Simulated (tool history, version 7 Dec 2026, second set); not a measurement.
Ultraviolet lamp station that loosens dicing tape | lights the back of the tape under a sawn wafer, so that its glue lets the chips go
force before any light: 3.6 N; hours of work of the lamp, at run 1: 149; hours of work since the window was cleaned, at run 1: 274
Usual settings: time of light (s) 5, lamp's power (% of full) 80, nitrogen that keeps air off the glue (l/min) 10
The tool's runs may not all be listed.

| run | hour | time of light (s) | lamp's power (% of full) | nitrogen that keeps air off the glue (l/min) | hours of work of the lamp | hours of work since the window was cleaned | force that peels the tape off (N) | light that reached the tape (J/m2) |
|---|---|---|---|---|---|---|---|---|
| 1 | 0.0 | 5 | 80 | 10 | 149 | 274 | 0.410 | 2390 |
| 2 | 23.3 | 5 | 64 | 10 | 162 | 288 | 0.583 | 1880 |
| 3 | 65.2 | 5 | 64 | 10 | 187 | 312 | 0.610 | 1820 |
| 4 | 118.5 | 5 | 64 | 13 | 218 | 343 | 0.552 | 1800 |
| 5 | 158.3 | 5 | 64 | 13 | 241 | 366 | 0.544 | 1810 |
| 6 | 204.8 | 5 | 64 | 13 | 268 | 393 | 0.620 | 1760 |
| 7 | 253.6 | 5 | 80 | 10 | 296 | 421 | 0.487 | 2180 |
| 8 | 286.5 | 5 | 80 | 10 | 315 | 440 | 0.473 | 2140 |
|  | 311.2 | window cleaned of glue's vapour |
| 9 | 339.0 | 5 | 80 | 10 | 345 | 16 | 0.403 | 2360 |
| 10 | 383.8 | 5 | 80 | 10 | 371 | 42 | 0.426 | 2310 |
| 11 | 416.2 | 5 | 80 | 10 | 390 | 61 | 0.434 | 2300 |
| 12 | 442.4 | 5 | 99 | 10 | 405 | 76 | 0.291 | 2840 |
| 13 | 482.8 | 5 | 80 | 10 | 428 | 99 | 0.444 | 2250 |
| 14 | 510.4 | 5 | 80 | 10 | 444 | 115 | 0.418 | 2240 |
| 15 | 558.4 | 3 | 80 | 10 | 472 | 143 | 1.012 | 1330 |
| 16 | 589.4 | 3 | 80 | 10 | 490 | 161 | 1.010 | 1300 |
| 17 | 633.0 | 4 | 69 | 9 | 515 | 186 | 0.927 | 1470 |
| 18 | 684.1 | 6 | 63 | 4 | 545 | 216 | 0.887 | 2000 |
| 19 | 731.1 | 6 | 69 | 11 | 572 | 243 | 0.468 | 2150 |
| 20 | 783.4 | 6 | 69 | 11 | 602 | 273 | 0.466 | 2150 |
| 21 | 819.7 | 6 | 69 | 11 | 623 | 294 | 0.497 | 2100 |
| 22 | 859.2 | 6 | 69 | 11 | 646 | 317 | 0.498 | 2080 |
| 23 | 905.5 | 2 | 68 | 11 | 673 | 344 | 1.818 | 670 |
| 24 | 934.9 | 5 | 66 | 10 | 690 | 361 | 0.756 | 1610 |
| 25 | 960.6 | 10 | 82 | 10 | 705 | 376 | 0.165 | 4000 |
| 26 | 994.0 | 6 | 62 | 10 | 724 | 395 | 0.676 | 1790 |
| 27 | 1027.9 | 5 | 64 | 15 | 744 | 415 | 0.759 | 1520 |
| 28 | 1070.7 | 5 | 73 | 8 | 769 | 440 | 0.810 | 1670 |
|  | 1096.1 | window cleaned of glue's vapour |
| 29 | 1124.9 | 4 | 85 | 7 | 800 | 17 | 0.823 | 1740 |
| 30 | 1177.0 | 3 | 70 | 10 | 830 | 47 | 1.285 | 1060 |

How the hidden state differs across the entries between the runs, from the last listed run before each to the first after it:
Between runs 8 and 9: window cleaned of glue's vapour (hour 311.2)
  lamp's light, % of a new lamp's: 88.7 -> 87.8; light that the window lets through, % of a clean one's: 89.5 -> 99.5
  measured less the result without the state, force that peels the tape off (N): +0.162 -> +0.092; light that reached the tape (J/m2): -550 -> -340
Between runs 28 and 29: window cleaned of glue's vapour (hour 1096.1)
  lamp's light, % of a new lamp's: 76.1 -> 75.1; light that the window lets through, % of a clean one's: 89.6 -> 99.6
  measured less the result without the state, force that peels the tape off (N): +0.376 -> +0.294; light that reached the tape (J/m2): -780 -> -580

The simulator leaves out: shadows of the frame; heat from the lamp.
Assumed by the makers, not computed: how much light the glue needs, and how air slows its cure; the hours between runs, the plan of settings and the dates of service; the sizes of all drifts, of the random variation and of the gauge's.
